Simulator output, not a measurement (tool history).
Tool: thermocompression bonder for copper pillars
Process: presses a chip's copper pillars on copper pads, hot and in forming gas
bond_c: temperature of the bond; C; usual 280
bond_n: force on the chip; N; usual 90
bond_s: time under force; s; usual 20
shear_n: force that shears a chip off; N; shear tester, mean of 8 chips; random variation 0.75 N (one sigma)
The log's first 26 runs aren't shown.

run	hour	bond_c	bond_n	bond_s	shear_n
27	366.8	290	90	16	55.4
28	378.6	294	54	53	64.9
29	388.4	277	66	20	48.2
30	397.8	306	55	25	58.1
31	415.6	291	90	20	59.5
32	431.3	250	90	22	45.6
33	450.5	280	117	24	66
34	467.2	280	100	11	48.2
35	476.7	280	119	13	55.7
36	494.3	280	76	13	44.7
37	510.2	265	68	20	44.5

Forecast each of these 5 alternatives for the next run:
A	526.2	300	87	33	?
B	526.2	263	68	48	?
C	526.2	300	90	20	?
D	526.2	252	90	29	?
E	526.2	295	99	51	?

run	shear_n
A	69.5
B	57
C	62.5
D	50.2
E	74.3
Without the tool's hidden state the same runs would have given:
run	shear_n
A	69.7
B	57.3
C	62.8
D	50.4
E	74.5

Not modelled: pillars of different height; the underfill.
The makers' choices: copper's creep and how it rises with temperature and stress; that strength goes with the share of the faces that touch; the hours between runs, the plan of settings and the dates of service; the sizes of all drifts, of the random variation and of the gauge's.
